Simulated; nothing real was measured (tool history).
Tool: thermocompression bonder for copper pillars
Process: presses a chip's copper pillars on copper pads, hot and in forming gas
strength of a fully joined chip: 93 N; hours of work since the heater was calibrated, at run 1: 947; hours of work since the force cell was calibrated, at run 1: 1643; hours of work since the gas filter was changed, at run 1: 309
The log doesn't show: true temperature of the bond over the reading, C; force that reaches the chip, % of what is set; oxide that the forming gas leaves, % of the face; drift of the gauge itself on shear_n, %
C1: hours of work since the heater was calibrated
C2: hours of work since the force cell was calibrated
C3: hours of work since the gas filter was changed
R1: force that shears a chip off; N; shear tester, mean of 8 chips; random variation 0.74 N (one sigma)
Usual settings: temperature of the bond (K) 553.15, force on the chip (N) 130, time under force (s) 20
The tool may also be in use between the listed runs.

run 1 hour=0.0 | temperature_of_the_bond_(K)=553.15 force_on_the_chip_(N)=130 time_under_force_(s)=20 | C1=947 C2=1643 C3=309 | R1=59.9
run 2 hour=66.8 | temperature_of_the_bond_(K)=553.15 force_on_the_chip_(N)=130 time_under_force_(s)=20 | C1=998 C2=1695 C3=361 | R1=59.8
run 3 hour=135.0 | temperature_of_the_bond_(K)=553.15 force_on_the_chip_(N)=130 time_under_force_(s)=23 | C1=1051 C2=1747 C3=413 | R1=59.6
run 4 hour=182.2 | temperature_of_the_bond_(K)=553.15 force_on_the_chip_(N)=103 time_under_force_(s)=20 | C1=1087 C2=1784 C3=450 | R1=51.1
-- hour=195.2 forming gas filter changed
run 5 hour=224.6 | temperature_of_the_bond_(K)=553.15 force_on_the_chip_(N)=141 time_under_force_(s)=20 | C1=1120 C2=1816 C3=23 | R1=62.2
run 6 hour=272.0 | temperature_of_the_bond_(K)=553.15 force_on_the_chip_(N)=141 time_under_force_(s)=20 | C1=1156 C2=1853 C3=59 | R1=62.4
run 7 hour=360.8 | temperature_of_the_bond_(K)=553.15 force_on_the_chip_(N)=130 time_under_force_(s)=20 | C1=1225 C2=1921 C3=128 | R1=60.0
run 8 hour=406.2 | temperature_of_the_bond_(K)=553.15 force_on_the_chip_(N)=130 time_under_force_(s)=20 | C1=1260 C2=1956 C3=163 | R1=58.5
run 9 hour=493.7 | temperature_of_the_bond_(K)=532.15 force_on_the_chip_(N)=130 time_under_force_(s)=20 | C1=1327 C2=2024 C3=230 | R1=45.2
-- hour=516.5 heater calibrated with a thermocouple chip
-- hour=569.7 force cell calibrated
run 10 hour=576.3 | temperature_of_the_bond_(K)=553.15 force_on_the_chip_(N)=130 time_under_force_(s)=20 | C1=45 C2=5 C3=291 | R1=62.2
run 11 hour=658.5 | temperature_of_the_bond_(K)=553.15 force_on_the_chip_(N)=130 time_under_force_(s)=14 | C1=108 C2=69 C3=355 | R1=54.8
run 12 hour=726.0 | temperature_of_the_bond_(K)=553.15 force_on_the_chip_(N)=130 time_under_force_(s)=14 | C1=160 C2=121 C3=407 | R1=54.4
-- hour=797.6 forming gas filter changed
run 13 hour=805.3 | temperature_of_the_bond_(K)=553.15 force_on_the_chip_(N)=130 time_under_force_(s)=14 | C1=221 C2=181 C3=6 | R1=57.8
run 14 hour=855.9 | temperature_of_the_bond_(K)=553.15 force_on_the_chip_(N)=130 time_under_force_(s)=20 | C1=260 C2=220 C3=45 | R1=63.4
run 15 hour=915.2 | temperature_of_the_bond_(K)=553.15 force_on_the_chip_(N)=130 time_under_force_(s)=20 | C1=306 C2=266 C3=91 | R1=64.0
run 16 hour=1001.0 | temperature_of_the_bond_(K)=553.15 force_on_the_chip_(N)=130 time_under_force_(s)=53 | C1=372 C2=332 C3=157 | R1=76.4
run 17 hour=1052.2 | temperature_of_the_bond_(K)=553.15 force_on_the_chip_(N)=130 time_under_force_(s)=53 | C1=412 C2=372 C3=196 | R1=77.3
run 18 hour=1119.5 | temperature_of_the_bond_(K)=553.15 force_on_the_chip_(N)=130 time_under_force_(s)=20 | C1=464 C2=424 C3=248 | R1=61.1
run 19 hour=1205.5 | temperature_of_the_bond_(K)=553.15 force_on_the_chip_(N)=174 time_under_force_(s)=20 | C1=530 C2=490 C3=315 | R1=67.1
run 20 hour=1282.4 | temperature_of_the_bond_(K)=567.15 force_on_the_chip_(N)=131 time_under_force_(s)=37 | C1=589 C2=549 C3=374 | R1=76.2
run 21 hour=1354.4 | temperature_of_the_bond_(K)=567.15 force_on_the_chip_(N)=131 time_under_force_(s)=37 | C1=645 C2=605 C3=430 | R1=74.6
-- hour=1393.5 forming gas filter changed
run 22 hour=1394.5 | temperature_of_the_bond_(K)=577.15 force_on_the_chip_(N)=130 time_under_force_(s)=13 | C1=675 C2=636 C3=1 | R1=68.9
run 23 hour=1439.8 | temperature_of_the_bond_(K)=553.15 force_on_the_chip_(N)=127 time_under_force_(s)=20 | C1=710 C2=670 C3=36 | R1=60.6
run 24 hour=1528.4 | temperature_of_the_bond_(K)=540.15 force_on_the_chip_(N)=130 time_under_force_(s)=20 | C1=779 C2=739 C3=104 | R1=53.1
run 25 hour=1584.2 | temperature_of_the_bond_(K)=531.15 force_on_the_chip_(N)=180 time_under_force_(s)=14 | C1=822 C2=782 C3=147 | R1=48.7
run 26 hour=1661.1 | temperature_of_the_bond_(K)=561.15 force_on_the_chip_(N)=130 time_under_force_(s)=20 | C1=881 C2=841 C3=206 | R1=64.1
run 27 hour=1736.4 | temperature_of_the_bond_(K)=561.15 force_on_the_chip_(N)=143 time_under_force_(s)=13 | C1=939 C2=899 C3=265 | R1=59.9
run 28 hour=1791.4 | temperature_of_the_bond_(K)=561.15 force_on_the_chip_(N)=91 time_under_force_(s)=13 | C1=982 C2=942 C3=307 | R1=47.1
run 29 hour=1866.2 | temperature_of_the_bond_(K)=552.15 force_on_the_chip_(N)=161 time_under_force_(s)=47 | C1=1039 C2=999 C3=365 | R1=73.1
run 30 hour=1949.3 | temperature_of_the_bond_(K)=551.15 force_on_the_chip_(N)=130 time_under_force_(s)=20 | C1=1103 C2=1064 C3=429 | R1=55.3
-- hour=1989.5 forming gas filter changed
run 31 hour=2026.5 | temperature_of_the_bond_(K)=551.15 force_on_the_chip_(N)=130 time_under_force_(s)=20 | C1=1163 C2=1123 C3=29 | R1=58.5
run 32 hour=2063.8 | temperature_of_the_bond_(K)=553.15 force_on_the_chip_(N)=130 time_under_force_(s)=12 | C1=1191 C2=1152 C3=57 | R1=50.7
run 33 hour=2109.5 | temperature_of_the_bond_(K)=553.15 force_on_the_chip_(N)=130 time_under_force_(s)=12 | C1=1227 C2=1187 C3=93 | R1=50.2
run 34 hour=2150.1 | temperature_of_the_bond_(K)=553.15 force_on_the_chip_(N)=130 time_under_force_(s)=12 | C1=1258 C2=1218 C3=124 | R1=49.6
run 35 hour=2189.2 | temperature_of_the_bond_(K)=553.15 force_on_the_chip_(N)=130 time_under_force_(s)=12 | C1=1288 C2=1248 C3=154 | R1=48.5
run 36 hour=2226.3 | temperature_of_the_bond_(K)=553.15 force_on_the_chip_(N)=125 time_under_force_(s)=20 | C1=1317 C2=1277 C3=183 | R1=56.7
-- hour=2259.3 heater calibrated with a thermocouple chip
run 37 hour=2271.5 | temperature_of_the_bond_(K)=527.15 force_on_the_chip_(N)=107 time_under_force_(s)=10 | C1=9 C2=1310 C3=216 | R1=33.8
run 38 hour=2326.7 | temperature_of_the_bond_(K)=527.15 force_on_the_chip_(N)=107 time_under_force_(s)=10 | C1=52 C2=1353 C3=259 | R1=33.8

Hidden state at the last listed run before each entry between runs and at the first one after, where it differs:
Between runs 4 and 5: forming gas filter changed (hour 195.2)
  true temperature of the bond over the reading, C: -9.8 -> -10.2; force that reaches the chip, % of what is set: 104.8 -> 104.9; oxide that the forming gas leaves, % of the face: 7.08 -> 0.88
  measured less the result without the state, R1: -8.4 -> -5.1 N
Between runs 9 and 10: heater calibrated with a thermocouple chip (hour 516.5); force cell calibrated (hour 569.7)
  true temperature of the bond over the reading, C: -12.2 -> -0.5; force that reaches the chip, % of what is set: 105.4 -> 100.2; oxide that the forming gas leaves, % of the face: 4.29 -> 5.23
  measured less the result without the state, R1: -8.4 -> -3.3 N
Between runs 12 and 13: forming gas filter changed (hour 797.6)
  true temperature of the bond over the reading, C: -1.6 -> -2.2; force that reaches the chip, % of what is set: 100.5 -> 100.6; oxide that the forming gas leaves, % of the face: 7.08 -> 0.64
  measured less the result without the state, R1: -4.8 -> -1.2 N
Between runs 21 and 22: forming gas filter changed (hour 1393.5)
  true temperature of the bond over the reading, C: -6.3 -> -6.6; force that reaches the chip, % of what is set: 101.5 -> 101.6; oxide that the forming gas leaves, % of the face: 7.26 -> 0.63
  measured less the result without the state, R1: -7.8 -> -3.2 N
Between runs 30 and 31: forming gas filter changed (hour 1989.5)
  true temperature of the bond over the reading, C: -10.8 -> -11.3; force that reaches the chip, % of what is set: 102.5 -> 102.6; oxide that the forming gas leaves, % of the face: 7.2 -> 0.96
  measured less the result without the state, R1: -10.1 -> -6.8 N
Between runs 36 and 37: heater calibrated with a thermocouple chip (hour 2259.3)
  true temperature of the bond over the reading, C: -12.9 -> 0.2; force that reaches the chip, % of what is set: 103 -> 103.1; oxide that the forming gas leaves, % of the face: 3.33 -> 3.85
  measured less the result without the state, R1: -8.9 -> -0.5 N

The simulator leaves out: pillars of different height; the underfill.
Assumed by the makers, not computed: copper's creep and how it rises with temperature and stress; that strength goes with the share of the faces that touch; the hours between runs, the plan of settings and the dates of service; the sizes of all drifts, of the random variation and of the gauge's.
